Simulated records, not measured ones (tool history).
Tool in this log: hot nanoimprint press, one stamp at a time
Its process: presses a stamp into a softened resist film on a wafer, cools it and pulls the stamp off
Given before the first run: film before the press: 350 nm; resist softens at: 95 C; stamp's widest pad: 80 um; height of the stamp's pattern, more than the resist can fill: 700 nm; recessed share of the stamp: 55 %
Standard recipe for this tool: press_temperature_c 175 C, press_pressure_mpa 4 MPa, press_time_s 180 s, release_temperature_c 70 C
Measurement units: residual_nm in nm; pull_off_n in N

run	day	press_temperature_c	press_pressure_mpa	press_time_s	release_temperature_c	residual_nm	pull_off_n
1	0.000	175	4	180	70	188.6	227
2	0.304	175	4	180	70	189.2	223
3	0.633	175	4	107	70	219.7	221
4	1.083	175	4	107	70	220.1	226
5	1.388	175	4	107	70	219.9	222
# day 2.096: stamp cleaned and given a new release coat
6	2.104	168	4	107	70	254.3	223
7	2.633	172	4	107	70	234.3	225

Predict the results of run 8:
8	3.029	172	4	107	70	?	?

Logged for run 8: residual_nm 235.0 nm, pull_off_n 233 N.
Were there no unlogged condition in the tool, this run, its random variation unchanged, would have produced residual_nm 235.0 nm, pull_off_n 233 N.

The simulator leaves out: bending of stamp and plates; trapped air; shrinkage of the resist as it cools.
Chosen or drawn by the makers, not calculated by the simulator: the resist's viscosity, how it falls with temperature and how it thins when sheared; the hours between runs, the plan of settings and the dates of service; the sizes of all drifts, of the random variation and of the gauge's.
